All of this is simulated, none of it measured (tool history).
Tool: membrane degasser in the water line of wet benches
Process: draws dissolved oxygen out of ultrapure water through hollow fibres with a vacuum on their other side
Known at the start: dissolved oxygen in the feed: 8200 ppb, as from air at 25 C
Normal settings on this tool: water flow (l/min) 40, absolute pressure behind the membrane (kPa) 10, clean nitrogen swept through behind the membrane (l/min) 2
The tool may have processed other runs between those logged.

run	hour	water flow (l/min)	absolute pressure behind the membrane (kPa)	clean nitrogen swept through behind the membrane (l/min)	dissolved oxygen in the water behind the degasser (ppb)	pressure that the water loses in the fibres (kPa)
1	0	40	10	2	531.8	58.18
2	129.1	63	10	2	987.4	91.9
3	254.2	63	10	2	985.3	92.41
4	407.1	63	10	2	992.2	92.4
5	472.3	63	10	2	974.7	91.7
6	580.8	63	10	2	988.5	92.39
7	649.4	63	10	2	985.2	92.88
8	753.1	63	10	2	990.1	92.23
9	827.6	63	10	2	973.7	92.2
10	954.6	48	10	2	692	70.76
11	1043	48	10	2	677.9	70.23
12	1159.1	40	9.7	2	518.4	58.87
13	1234.2	40	9.7	2	519.5	58.84
14	1355.7	29	12.3	3.44	284.8	42.78
15	1439.1	49	10	3.16	611.6	71.87
16	1538.2	32	11.6	2.11	424	47.46
17	1603.7	32	11.6	0.88	708.7	47.18
18	1712.3	33	22.8	0.87	1408.9	48.83
19	1787.8	55	12.3	3.21	779.4	81.74
20	1852.5	54	15.9	1.25	1378.1	80.39
21	1964.4	25	9.3	1.25	327	37.04
22	2054.6	33	10	2	396	48.62
23	2199.1	33	10	2	402.8	48.83
24	2317.8	30	10	2	346.8	44.24
25	2422.9	30	10	2	343.5	44.74
26	2583.2	24	16	2.66	333	35.49

Withheld: 1 entry from between the runs. Position of each, and hidden state at the listed run before versus the listed run after:
Run 21 -> run 22: vacuum gauge calibrated (hour 2036)
  true pressure behind the membrane over the reading, kPa: 0.01 -> 0; drift of the gauge itself on loss_of_pressure_kpa, %: 1.49 -> 1.56
  what was measured, less what the result would be without the hidden state, pressure that the water loses in the fibres (kPa): +0.56 -> +0.77
